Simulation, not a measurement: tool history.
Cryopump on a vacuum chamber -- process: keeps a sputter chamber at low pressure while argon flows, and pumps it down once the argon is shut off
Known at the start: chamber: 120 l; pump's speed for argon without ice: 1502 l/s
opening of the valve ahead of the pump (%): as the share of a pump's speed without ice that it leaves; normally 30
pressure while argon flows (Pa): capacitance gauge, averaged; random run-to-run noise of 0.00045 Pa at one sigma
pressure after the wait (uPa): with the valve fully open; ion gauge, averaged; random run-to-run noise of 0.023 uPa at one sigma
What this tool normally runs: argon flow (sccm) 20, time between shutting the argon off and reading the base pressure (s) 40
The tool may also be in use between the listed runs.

run,day,argon flow (sccm),time between shutting the argon off and reading the base pressure (s),opening of the valve ahead of the pump (%),pressure while argon flows (Pa),pressure after the wait (uPa)
1,0.000,20,40,30,0.0777,1.91
2,2.142,20,40,30,0.0775,2.00
3,3.479,20,40,18,0.1274,2.11
4,4.529,20,40,18,0.1282,2.11
5,5.629,34,40,30,0.1324,2.10
6,7.671,34,40,30,0.1329,2.09
7,9.954,34,40,30,0.1343,2.30
8,12.133,34,40,30,0.1340,2.30
9,14.167,12,21,30,0.0470,2.88
10,16.033,12,21,30,0.0475,2.95
11,17.129,12,21,30,0.0473,2.90
12,18.858,9,23,30,0.0363,2.87
13,20.979,26,104,28,0.1120,2.06
14,23.125,26,104,28,0.1108,2.19
15,24.679,9,40,21,0.0508,2.67

3 ways to go on from here, each from the tool as it stands after run 15. What would each give?
A,25.608,16,153,30,?,?
B,25.608,14,284,30,?,?
C,25.608,23,40,30,?,?

run,pressure while argon flows (Pa),pressure after the wait (uPa)
A,0.0640,2.18
B,0.0573,2.11
C,0.0930,2.64
With the hidden condition removed and each run's random variation left untouched, the same runs would have given:
run,pressure while argon flows (Pa),pressure after the wait (uPa)
A,0.0596,0.35
B,0.0534,0.29
C,0.0866,0.82

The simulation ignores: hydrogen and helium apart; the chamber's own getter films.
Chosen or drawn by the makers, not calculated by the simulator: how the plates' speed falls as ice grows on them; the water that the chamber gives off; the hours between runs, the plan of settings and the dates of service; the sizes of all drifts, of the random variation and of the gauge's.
